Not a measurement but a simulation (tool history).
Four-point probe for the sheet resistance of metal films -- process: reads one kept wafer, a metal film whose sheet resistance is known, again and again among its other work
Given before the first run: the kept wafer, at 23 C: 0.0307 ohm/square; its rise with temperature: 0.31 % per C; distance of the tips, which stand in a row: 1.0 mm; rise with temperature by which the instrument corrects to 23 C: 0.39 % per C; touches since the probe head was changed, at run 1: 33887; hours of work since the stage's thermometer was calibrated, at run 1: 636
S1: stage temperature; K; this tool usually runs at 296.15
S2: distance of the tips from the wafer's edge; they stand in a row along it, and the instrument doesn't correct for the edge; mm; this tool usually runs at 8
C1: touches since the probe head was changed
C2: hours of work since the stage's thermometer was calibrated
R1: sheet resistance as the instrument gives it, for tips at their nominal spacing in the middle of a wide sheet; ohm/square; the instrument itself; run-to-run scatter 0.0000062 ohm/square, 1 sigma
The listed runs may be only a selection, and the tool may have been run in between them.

run 1 day=0.000 | S1=296.15 S2=8 | C1=33887 C2=636 | R1=0.030930
run 2 day=1.929 | S1=296.15 S2=8 | C1=34581 C2=659 | R1=0.030923
run 3 day=3.946 | S1=303.15 S2=8 | C1=35307 C2=684 | R1=0.030763
run 4 day=5.446 | S1=303.15 S2=8 | C1=35848 C2=702 | R1=0.030772
run 5 day=7.917 | S1=296.15 S2=8 | C1=36738 C2=731 | R1=0.030918
run 6 day=10.675 | S1=296.15 S2=9 | C1=37730 C2=764 | R1=0.030862
run 7 day=13.367 | S1=296.15 S2=9 | C1=38699 C2=796 | R1=0.030858
run 8 day=16.375 | S1=296.15 S2=9 | C1=39782 C2=832 | R1=0.030845
run 9 day=19.912 | S1=296.15 S2=13 | C1=41056 C2=874 | R1=0.030758
run 10 day=21.354 | S1=296.15 S2=13 | C1=41575 C2=892 | R1=0.030761
run 11 day=24.388 | S1=296.15 S2=48 | C1=42668 C2=928 | R1=0.030656
run 12 day=27.329 | S1=296.15 S2=48 | C1=43726 C2=963 | R1=0.030656
run 13 day=30.075 | S1=296.15 S2=8 | C1=44716 C2=996 | R1=0.030905
run 14 day=31.871 | S1=296.15 S2=8 | C1=45362 C2=1017 | R1=0.030896
run 15 day=35.204 | S1=296.15 S2=8 | C1=46562 C2=1057 | R1=0.030908
run 16 day=36.767 | S1=296.15 S2=6 | C1=47125 C2=1076 | R1=0.031100
run 17 day=40.062 | S1=296.15 S2=6 | C1=48311 C2=1115 | R1=0.031096
run 18 day=42.221 | S1=296.15 S2=6 | C1=49088 C2=1141 | R1=0.031097
run 19 day=44.425 | S1=307.15 S2=31 | C1=49882 C2=1167 | R1=0.030414
run 20 day=45.938 | S1=305.15 S2=6 | C1=50426 C2=1185 | R1=0.030883
run 21 day=48.608 | S1=302.15 S2=7 | C1=51388 C2=1217 | R1=0.030824
run 22 day=52.146 | S1=304.15 S2=40 | C1=52661 C2=1260 | R1=0.030464
run 23 day=53.775 | S1=292.15 S2=5 | C1=53248 C2=1279 | R1=0.031383
run 24 day=57.067 | S1=295.15 S2=42 | C1=54433 C2=1318 | R1=0.030673
run 25 day=59.750 | S1=295.15 S2=5 | C1=55399 C2=1351 | R1=0.031309
run 26 day=61.654 | S1=293.15 S2=3 | C1=56085 C2=1373 | R1=0.032421
run 27 day=65.133 | S1=294.15 S2=6 | C1=57338 C2=1415 | R1=0.031139
run 28 day=67.746 | S1=300.15 S2=4 | C1=58278 C2=1446 | R1=0.031524
run 29 day=70.604 | S1=305.15 S2=20 | C1=59308 C2=1480 | R1=0.030464
run 30 day=74.104 | S1=305.15 S2=20 | C1=60568 C2=1522 | R1=0.030460
run 31 day=75.554 | S1=293.15 S2=8 | C1=61089 C2=1539 | R1=0.030955
run 32 day=77.262 | S1=304.15 S2=19 | C1=61705 C2=1560 | R1=0.030482
run 33 day=79.746 | S1=303.15 S2=5 | C1=62599 C2=1590 | R1=0.031100
run 34 day=81.196 | S1=299.15 S2=24 | C1=63120 C2=1607 | R1=0.030581
run 35 day=84.275 | S1=293.15 S2=51 | C1=64229 C2=1644 | R1=0.030710
run 36 day=86.858 | S1=293.15 S2=51 | C1=65159 C2=1675 | R1=0.030693

Consider 4 possible next runs. They are alternatives, not a sequence: every one starts from the tool as it was left by run 36. What does each give?
-- day=87.562 stage's thermometer calibrated
run A day=89.042 | S1=299.15 S2=5 | C1=65937 C2=18 | R1=?
-- day=87.562 stage's thermometer calibrated
run B day=89.042 | S1=296.15 S2=31 | C1=65937 C2=18 | R1=?
-- day=87.562 stage's thermometer calibrated
run C day=89.042 | S1=303.15 S2=40 | C1=65937 C2=18 | R1=?
-- day=87.562 stage's thermometer calibrated
run D day=89.042 | S1=304.15 S2=8 | C1=65937 C2=18 | R1=?

run=A R1=0.031137
run=B R1=0.030579
run=C R1=0.030419
run=D R1=0.030635
Had the tool no hidden state, the same runs would have come out as:
run=A R1=0.031275
run=B R1=0.030715
run=C R1=0.030555
run=D R1=0.030771

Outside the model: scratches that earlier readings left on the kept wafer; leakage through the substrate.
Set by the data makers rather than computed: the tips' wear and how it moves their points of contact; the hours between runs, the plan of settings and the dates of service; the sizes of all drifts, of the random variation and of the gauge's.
